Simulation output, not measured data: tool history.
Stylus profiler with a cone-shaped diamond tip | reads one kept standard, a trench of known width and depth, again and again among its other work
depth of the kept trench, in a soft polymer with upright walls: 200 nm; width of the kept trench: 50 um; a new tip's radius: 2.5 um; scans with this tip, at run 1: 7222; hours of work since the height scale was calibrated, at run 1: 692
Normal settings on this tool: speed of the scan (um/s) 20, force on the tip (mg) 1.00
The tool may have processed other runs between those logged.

run,hour,speed of the scan (um/s),force on the tip (mg),scans with this tip,hours of work since the height scale was calibrated,depth of the trench (Å),width of the trench's floor (um)
1,0.0,20,1.00,7222,692,2016.2,47.40
2,50.1,20,2.35,7461,715,2025.4,47.38
3,91.6,20,1.00,7658,734,2016.2,47.38
4,118.0,20,0.44,7784,746,2014.0,47.33
5,168.7,20,0.44,8025,769,2010.8,47.35
6,218.1,20,0.44,8260,792,2015.8,47.31
7,266.1,20,1.00,8488,814,2016.9,47.27
8,314.8,14,1.00,8720,836,2018.0,47.36
9,356.1,14,1.00,8917,855,2017.5,47.29
10,407.1,14,1.00,9159,878,2019.5,47.26
11,431.1,69,1.00,9274,889,2019.0,47.07
12,474.5,69,2.60,9480,909,2027.1,47.15
13,501.8,69,2.60,9611,921,2028.9,47.16
14,553.4,20,0.46,9856,945,2013.9,47.20
15,595.8,20,0.46,10058,964,2014.6,47.18
16,633.6,55,1.00,10238,981,2016.6,47.05
17,684.1,20,2.70,10478,1004,2029.7,47.21
18,740.2,11,2.70,10745,1030,2028.6,47.28
19,764.3,20,1.00,10860,1041,2019.0,47.18
20,791.1,20,1.00,10987,1053,2020.0,47.11
21,829.2,20,1.00,11168,1070,2021.8,47.13
22,882.8,20,1.00,11424,1095,2020.5,47.15
23,909.3,20,1.00,11550,1107,2019.2,47.13
24,944.1,20,1.00,11716,1123,2019.2,47.09
25,967.8,20,1.00,11828,1134,2019.6,47.12
26,1012.6,9,1.05,12041,1154,2019.6,47.14
27,1060.2,20,2.38,12268,1176,2028.6,47.07
28,1110.7,56,1.79,12508,1199,2025.3,47.01
29,1161.5,32,2.72,12750,1222,2031.4,47.07
30,1192.1,32,2.39,12896,1236,2030.2,47.00
31,1247.9,5,2.74,13161,1261,2031.0,47.09
32,1287.1,50,1.72,13348,1279,2027.2,46.94
33,1311.8,50,0.38,13465,1291,2015.2,46.73
34,1345.3,46,1.42,13625,1306,2023.2,46.95
35,1398.5,46,1.42,13878,1330,2025.8,46.90
36,1429.2,46,1.42,14024,1344,2024.7,46.90
37,1479.6,46,1.42,14264,1367,2023.7,46.89
38,1510.8,18,1.27,14412,1381,2024.2,46.96
39,1540.5,25,1.32,14554,1395,2024.2,46.92
40,1592.3,74,0.52,14800,1418,2019.5,46.58
41,1619.4,19,1.17,14929,1431,2024.0,46.93
42,1675.6,54,0.44,15197,1456,2019.2,46.59
43,1714.3,54,0.44,15381,1474,2017.9,46.70
44,1766.0,34,2.77,15627,1498,2031.6,46.88
45,1811.8,15,0.33,15845,1519,2015.1,46.88
46,1836.6,5,0.47,15963,1530,2019.1,46.90

Selected run-to-run steps in depth of the trench (Å), each split into two signed amounts: the part the tool would show with no hidden state at all (from settings, incoming material and random variation), and the remainder, which goes to the hidden state together with any gauge scatter not common to the measured and the hidden-state-free results:
Unlogged tool condition in this case: radius of the tip, um; height scale over the true one, %; drift of the gauge itself on depth_nm, %; drift of the gauge itself on floor_um, %.
Run 13 -> 14: speed of the scan (um/s) 69 -> 20, force on the tip (mg) 2.60 -> 0.46. depth of the trench (Å) -15.0: hidden state +0.2, all else -15.2.
Run 21 -> 22: nothing adjusted, nothing logged. depth of the trench (Å) -1.3: hidden state +0.3, all else -1.6.
Run 25 -> 26: speed of the scan (um/s) 20 -> 9, force on the tip (mg) 1.00 -> 1.05. depth of the trench (Å) +0.0: hidden state +0.3, all else -0.3.
Run 43 -> 44: speed of the scan (um/s) 54 -> 34, force on the tip (mg) 0.44 -> 2.77. depth of the trench (Å) +13.7: hidden state +0.3, all else +13.4.
Run 44 -> 45: speed of the scan (um/s) 34 -> 15, force on the tip (mg) 2.77 -> 0.33. depth of the trench (Å) -16.5: hidden state +0.0, all else -16.5.
